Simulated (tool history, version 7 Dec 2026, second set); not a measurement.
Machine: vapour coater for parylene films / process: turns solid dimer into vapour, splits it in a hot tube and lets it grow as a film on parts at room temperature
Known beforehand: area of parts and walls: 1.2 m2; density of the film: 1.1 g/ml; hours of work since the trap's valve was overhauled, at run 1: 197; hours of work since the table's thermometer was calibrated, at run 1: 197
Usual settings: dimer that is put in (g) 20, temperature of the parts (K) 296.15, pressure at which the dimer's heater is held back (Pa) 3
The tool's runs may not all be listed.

| run | hour | dimer that is put in (g) | temperature of the parts (K) | pressure at which the dimer's heater is held back (Pa) | hours of work since the trap's valve was overhauled | hours of work since the table's thermometer was calibrated | thickness of the film (um) |
|---|---|---|---|---|---|---|---|
| 1 | 0 | 20 | 296.15 | 3 | 197 | 197 | 11.8 |
| 2 | 32 | 20 | 296.15 | 3 | 214 | 214 | 11.7 |
| 3 | 62.7 | 20 | 296.15 | 3 | 230 | 230 | 11.87 |
| 4 | 78.3 | 20 | 296.15 | 3 | 238 | 238 | 11.79 |
| 5 | 95.4 | 15 | 296.15 | 3 | 247 | 247 | 8.79 |
| 6 | 117 | 20 | 296.15 | 3.21 | 258 | 258 | 11.53 |
| 7 | 149 | 20 | 288.15 | 3 | 275 | 275 | 13.52 |
|  | 166.9 | trap's valve overhauled |
| 8 | 185.4 | 20 | 288.15 | 3 | 10 | 292 | 13.6 |
| 9 | 207.3 | 18 | 288.15 | 3.7 | 21 | 304 | 11.72 |
| 10 | 232.6 | 14 | 288.15 | 10.39 | 35 | 317 | 7.23 |
| 11 | 265.4 | 20 | 296.15 | 2.69 | 52 | 334 | 11.93 |
| 12 | 285.6 | 20 | 296.15 | 2.69 | 63 | 345 | 11.99 |
| 13 | 303.9 | 20 | 290.15 | 3.97 | 72 | 355 | 12.22 |
| 14 | 330.3 | 25 | 303.15 | 5.1 | 86 | 369 | 11.51 |
| 15 | 361.4 | 32 | 294.15 | 5.1 | 102 | 385 | 17.15 |
| 16 | 381.2 | 32 | 294.15 | 5.1 | 113 | 395 | 17.11 |

Alternative continuations, all from the tool just after run 16; predict every row:
| A | 399.8 | 32 | 288.15 | 5.1 | 123 | 405 | ? |
| B | 399.8 | 23 | 296.15 | 2.8 | 123 | 405 | ? |
| C | 399.8 | 28 | 296.15 | 7.47 | 123 | 405 | ? |

| run | thickness of the film (um) |
|---|---|
| A | 19.17 |
| B | 13.63 |
| C | 13.3 |
Stripped of hidden state, with their random variation kept, the same runs would have yielded:
| run | thickness of the film (um) |
|---|---|
| A | 19.61 |
| B | 13.95 |
| C | 13.61 |

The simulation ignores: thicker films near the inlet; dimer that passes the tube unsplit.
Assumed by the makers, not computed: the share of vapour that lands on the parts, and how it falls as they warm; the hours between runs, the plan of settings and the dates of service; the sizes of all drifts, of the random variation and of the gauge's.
